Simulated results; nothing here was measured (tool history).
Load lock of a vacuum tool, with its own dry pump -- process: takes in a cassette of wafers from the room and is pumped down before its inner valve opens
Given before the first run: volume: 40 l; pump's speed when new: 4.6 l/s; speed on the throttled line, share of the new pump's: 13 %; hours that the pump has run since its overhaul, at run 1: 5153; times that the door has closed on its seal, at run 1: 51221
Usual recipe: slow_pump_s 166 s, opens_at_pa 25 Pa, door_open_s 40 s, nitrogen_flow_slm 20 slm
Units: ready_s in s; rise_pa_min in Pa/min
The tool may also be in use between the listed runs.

| run | day | slow_pump_s | opens_at_pa | door_open_s | nitrogen_flow_slm | hours that the pump has run since its overhaul | times that the door has closed on its seal | incoming humidity of the room's air, % | ready_s | rise_pa_min |
|---|---|---|---|---|---|---|---|---|---|---|
| 1 | 0.000 | 166 | 25 | 40 | 20 | 5153 | 51221 | 45.1 | 216.5 | 0.025 |
| 2 | 6.642 | 166 | 25 | 78 | 20 | 5313 | 51958 | 42.9 | 213.4 | 0.037 |
| 3 | 9.917 | 166 | 25 | 40 | 20 | 5391 | 52321 | 44.5 | 217.7 | 0.032 |
| 4 | 16.288 | 312 | 25 | 40 | 20 | 5544 | 53027 | 46.6 | 345.0 | 0.026 |
| 5 | 19.338 | 166 | 25 | 188 | 20 | 5618 | 53365 | 40.5 | 215.0 | 0.064 |
| 6 | 24.962 | 166 | 25 | 188 | 20 | 5753 | 53989 | 45.0 | 217.3 | 0.073 |
| 7 | 29.000 | 166 | 25 | 188 | 20 | 5849 | 54437 | 45.5 | 216.9 | 0.071 |
| 8 | 31.996 | 166 | 25 | 40 | 20 | 5921 | 54769 | 44.1 | 218.6 | 0.030 |
| 9 | 35.150 | 166 | 25 | 40 | 20 | 5997 | 55119 | 45.4 | 218.6 | 0.024 |
| 10 | 40.917 | 166 | 25 | 40 | 20 | 6136 | 55758 | 43.6 | 214.8 | 0.023 |
| 11 | 44.704 | 166 | 25 | 40 | 20 | 6226 | 56178 | 45.2 | 216.5 | 0.030 |
|  | 49.900 | door's seal changed, seat wiped |
| 12 | 50.079 | 166 | 25 | 40 | 20 | 6354 | 20 | 43.8 | 217.1 | 0.027 |
| 13 | 54.758 | 166 | 25 | 40 | 20 | 6466 | 539 | 45.7 | 214.8 | 0.027 |
| 14 | 59.588 | 166 | 25 | 40 | 20 | 6582 | 1074 | 43.4 | 216.1 | 0.022 |
| 15 | 65.662 | 166 | 25 | 40 | 20 | 6728 | 1748 | 46.9 | 214.6 | 0.024 |
| 16 | 72.292 | 166 | 25 | 40 | 20 | 6887 | 2483 | 45.0 | 216.4 | 0.022 |
| 17 | 79.225 | 166 | 25 | 40 | 20 | 7053 | 3252 | 43.8 | 215.5 | 0.024 |
| 18 | 83.892 | 166 | 25 | 40 | 20 | 7165 | 3769 | 45.2 | 215.6 | 0.019 |
| 19 | 89.412 | 229 | 33 | 157 | 35 | 7298 | 4381 | 43.9 | 270.4 | 0.047 |
| 20 | 93.696 | 166 | 25 | 138 | 36 | 7401 | 4856 | 44.7 | 216.5 | 0.031 |
| 21 | 99.762 | 166 | 21 | 40 | 20 | 7546 | 5528 | 44.7 | 217.4 | 0.021 |
| 22 | 106.742 | 166 | 21 | 40 | 20 | 7714 | 6302 | 44.6 | 217.9 | 0.026 |
| 23 | 110.146 | 166 | 21 | 40 | 20 | 7795 | 6680 | 45.1 | 219.9 | 0.022 |
| 24 | 116.392 | 166 | 25 | 127 | 20 | 7945 | 7372 | 47.2 | 216.6 | 0.060 |
| 25 | 120.358 | 166 | 39 | 128 | 20 | 8041 | 7812 | 42.7 | 213.6 | 0.048 |
| 26 | 125.508 | 130 | 19 | 99 | 13 | 8164 | 8383 | 42.1 | 187.8 | 0.051 |
| 27 | 130.450 | 130 | 19 | 99 | 13 | 8283 | 8931 | 46.6 | 188.5 | 0.050 |
| 28 | 136.104 | 86 | 19 | 77 | 7 | 8418 | 9558 | 43.6 | 150.9 | 0.049 |
| 29 | 143.067 | 166 | 30 | 141 | 18 | 8586 | 10330 | 44.5 | 214.1 | 0.063 |
| 30 | 148.446 | 166 | 30 | 141 | 18 | 8715 | 10926 | 47.3 | 216.1 | 0.062 |
| 31 | 154.408 | 107 | 25 | 40 | 20 | 8858 | 11587 | 43.3 | 165.1 | 0.022 |

Entry by entry between the runs, the difference in hidden state between the last listed run before and the first listed run after:
From run 11 to run 12: door's seal changed, seat wiped (day 49.900)
  leak at the door's seal, Pa l/s: 0.0033 -> 0.002
